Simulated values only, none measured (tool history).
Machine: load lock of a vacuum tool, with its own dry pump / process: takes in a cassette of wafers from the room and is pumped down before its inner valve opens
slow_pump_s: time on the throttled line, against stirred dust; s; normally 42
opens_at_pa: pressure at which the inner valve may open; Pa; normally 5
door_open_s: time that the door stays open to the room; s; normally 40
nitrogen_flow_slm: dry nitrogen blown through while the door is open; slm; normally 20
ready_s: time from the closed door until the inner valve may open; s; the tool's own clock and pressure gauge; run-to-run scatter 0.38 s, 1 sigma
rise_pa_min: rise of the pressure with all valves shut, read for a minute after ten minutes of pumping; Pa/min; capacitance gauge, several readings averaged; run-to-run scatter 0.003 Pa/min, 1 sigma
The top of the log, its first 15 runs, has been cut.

run    hour  slow_pump_s  opens_at_pa  door_open_s  nitrogen_flow_slm  hours that the pump has run since its overhaul  times that the door has closed on its seal  incoming humidity of the room's air, %  ready_s  rise_pa_min
 16  1359.9           42            5           40                 20                                            6441                                       33822                                    45.4     90.6        0.206
 17  1493.9           42            5           40                 20                                            6575                                       34270                                      43     91.1        0.203
 18  1628.2           37            5           40                 20                                            6710                                       34718                                    43.8       87        0.209
 19  1692.5           42            8           40                 20                                            6774                                       34933                                    46.4       88        0.211
 20  1814.7           82            4          150                 14                                            6896                                       35341                                    46.9    125.5         0.27
 21  1915.1           82            4          150                 14                                            6997                                       35677                                    42.1    125.5        0.266
 22  1999.7           48            6           40                 13                                            7081                                       35959                                    45.6     94.8        0.229
 23  2106.3           42            5          109                  5                                            7188                                       36316                                    43.6     91.5         0.28
 24  2166.5           28            5           26                 20                                            7248                                       36517                                    47.5     79.5        0.216
 25  2235.9           42            4           40                  8                                            7317                                       36749                                    48.4     92.7         0.24
 26    2313           83            7           40                  6                                            7394                                       37006                                    48.3    123.6        0.244
 27  2417.1           83            7           40                  6                                            7499                                       37354                                    41.9    122.7        0.241
 28  2554.5           83            7           40                  6                                            7636                                       37813                                    47.4    122.5        0.242
 29  2614.4           24            4           51                 10                                            7696                                       38013                                    49.9     77.6        0.257
 30    2749           42           10          143                  6                                            7830                                       38463                                    44.5     86.7        0.312
 31    2822           42            5           62                  6                                            7903                                       38707                                    43.8     91.5        0.274
 32  2939.7           49            4           62                  6                                            8021                                       39100                                    42.1     98.2        0.273
 33  3002.4           49            4          128                  7                                            8084                                       39310                                    45.5     98.1        0.317
 34  3118.5           25            4          112                  4                                            8200                                       39697                                    42.7     79.1        0.308
 35  3184.6           25            4          112                  4                                            8266                                       39918                                    50.4     78.8        0.329
 36    3252           66            5           40                 20                                            8333                                       40143                                    42.8    111.5        0.255

Forecast each of these 3 alternatives for the next run:
  A  3322.2           66            5           40                 38                                            8404                                       40378                                    46.2        ?            ?
  B  3322.2           66            6          119                 20                                            8404                                       40378                                    44.8        ?            ?
  C  3322.2           71            5           40                 20                                            8404                                       40378                                    44.1        ?            ?

run  ready_s  rise_pa_min
  A    110.6        0.241
  B    109.8        0.293
  C    115.2        0.261
Stripped of hidden state, with their random variation kept, the same runs would have yielded:
run  ready_s  rise_pa_min
  A    108.3         0.02
  B    107.5        0.071
  C    112.9        0.037
